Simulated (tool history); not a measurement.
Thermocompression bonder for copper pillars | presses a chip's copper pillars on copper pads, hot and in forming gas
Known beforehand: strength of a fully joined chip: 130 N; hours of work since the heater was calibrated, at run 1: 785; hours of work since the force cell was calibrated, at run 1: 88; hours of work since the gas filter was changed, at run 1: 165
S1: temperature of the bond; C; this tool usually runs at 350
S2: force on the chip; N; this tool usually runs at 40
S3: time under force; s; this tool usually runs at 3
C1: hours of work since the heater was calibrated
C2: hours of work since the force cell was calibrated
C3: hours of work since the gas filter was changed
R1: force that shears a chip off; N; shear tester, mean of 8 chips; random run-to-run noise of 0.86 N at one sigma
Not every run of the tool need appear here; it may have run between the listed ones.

run,hour,S1,S2,S3,C1,C2,C3,R1
1,0,350,40,3,785,88,165,62.4
# hour 44.2: heater calibrated with a thermocouple chip
2,62.4,350,40,3,11,124,201,71.1
3,131.2,350,40,3,52,165,242,67.9
4,181.9,350,40,3,82,195,272,68.3
5,251.1,365,40,3,123,237,314,77.7
6,346.4,365,40,3,180,293,370,75.2
7,393.9,350,40,3,208,322,399,64.1
8,434.7,350,38,3,233,346,423,60.2
# hour 504: forming gas filter changed
9,526.8,350,38,3,287,401,14,64.2
10,567.8,340,40,3,312,425,38,60.5
11,625.6,340,40,3,346,459,72,59.4
12,711,340,40,3,397,510,123,57.3
13,789,338,40,3,444,557,170,55.3
14,870.2,338,40,3,492,605,218,54.6
15,948.3,338,40,3,539,652,265,52.2
16,996.5,350,40,3,567,681,294,59.7
# hour 1060.6: force cell calibrated
17,1065.6,350,32,3,608,3,334,51.1
18,1137.3,350,40,3,650,46,377,62.8
19,1209.3,350,40,3,693,89,419,61.2
20,1260.5,350,29,3,724,119,450,42.4
# hour 1286.9: forming gas filter changed
21,1347.7,338,38,2,775,171,36,45.5
# hour 1403.5: heater calibrated with a thermocouple chip
22,1425.2,373,38,9,13,216,81,107.3
23,1510.7,373,38,9,64,267,132,105
24,1590.4,345,27,5,111,314,180,50.7
25,1651.7,331,40,3,148,351,216,55.8
26,1692.7,367,51,4,172,375,241,101.5
27,1794,365,40,4,233,436,301,81.6
28,1857.8,365,40,4,271,474,339,79.4
29,1943.7,365,40,4,322,525,390,79.3
30,2019.7,370,53,2,367,570,436,85.3
# hour 2068.3: forming gas filter changed
31,2102.8,370,29,4,417,619,21,62
32,2162.2,350,29,4,452,655,56,49.1
33,2259.2,334,38,2,510,713,114,42.2
# hour 2273.6: force cell calibrated
34,2341.8,366,27,4,558,41,162,58.5
35,2403.2,355,28,9,595,77,199,69.3
36,2467.2,350,30,3,633,115,237,45.8
37,2562.1,339,26,3,689,172,293,33.1
38,2657.3,362,31,7,746,229,350,73.3
39,2748.8,363,38,3,801,283,405,66.3

For each entry between runs, how does the tool's hidden state at the last listed run before it compare with that at the first listed run after it?
Between runs 1 and 2: heater calibrated with a thermocouple chip (hour 44.2)
  true temperature of the bond over the reading, C: -12.4 -> -1.6; force that reaches the chip, % of what is set: 98.8 -> 98.4; oxide that the forming gas leaves, % of the face: 2.88 -> 3.44
  measured minus no-state result, R1: -11.1 -> -4.4 N
Between runs 8 and 9: forming gas filter changed (hour 504)
  true temperature of the bond over the reading, C: -4.8 -> -5.6; force that reaches the chip, % of what is set: 95.9 -> 95.3; oxide that the forming gas leaves, % of the face: 6.58 -> 0.75
  measured minus no-state result, R1: -10 -> -7.3 N
Between runs 16 and 17: force cell calibrated (hour 1060.6)
  true temperature of the bond over the reading, C: -9.6 -> -10.1; force that reaches the chip, % of what is set: 92.2 -> 99.8; oxide that the forming gas leaves, % of the face: 4.54 -> 5.1
  measured minus no-state result, R1: -14.9 -> -9.1 N
Between runs 20 and 21: forming gas filter changed (hour 1286.9)
  true temperature of the bond over the reading, C: -11.7 -> -12.4; force that reaches the chip, % of what is set: 98.5 -> 97.9; oxide that the forming gas leaves, % of the face: 6.63 -> 1.17
  measured minus no-state result, R1: -10.8 -> -9.4 N
Between runs 21 and 22: heater calibrated with a thermocouple chip (hour 1403.5)
  true temperature of the bond over the reading, C: -12.4 -> -1.4; force that reaches the chip, % of what is set: 97.9 -> 97.4; oxide that the forming gas leaves, % of the face: 1.17 -> 1.71
  measured minus no-state result, R1: -9.4 -> -3.5 N
Between runs 30 and 31: forming gas filter changed (hour 2068.3)
  true temperature of the bond over the reading, C: -6.4 -> -7.2; force that reaches the chip, % of what is set: 93.4 -> 92.8; oxide that the forming gas leaves, % of the face: 6.41 -> 0.95
  measured minus no-state result, R1: -14.4 -> -10 N
Between runs 33 and 34: force cell calibrated (hour 2273.6)
  true temperature of the bond over the reading, C: -8.5 -> -9.1; force that reaches the chip, % of what is set: 91.8 -> 99.5; oxide that the forming gas leaves, % of the face: 2.19 -> 2.85
  measured minus no-state result, R1: -10.5 -> -7.7 N

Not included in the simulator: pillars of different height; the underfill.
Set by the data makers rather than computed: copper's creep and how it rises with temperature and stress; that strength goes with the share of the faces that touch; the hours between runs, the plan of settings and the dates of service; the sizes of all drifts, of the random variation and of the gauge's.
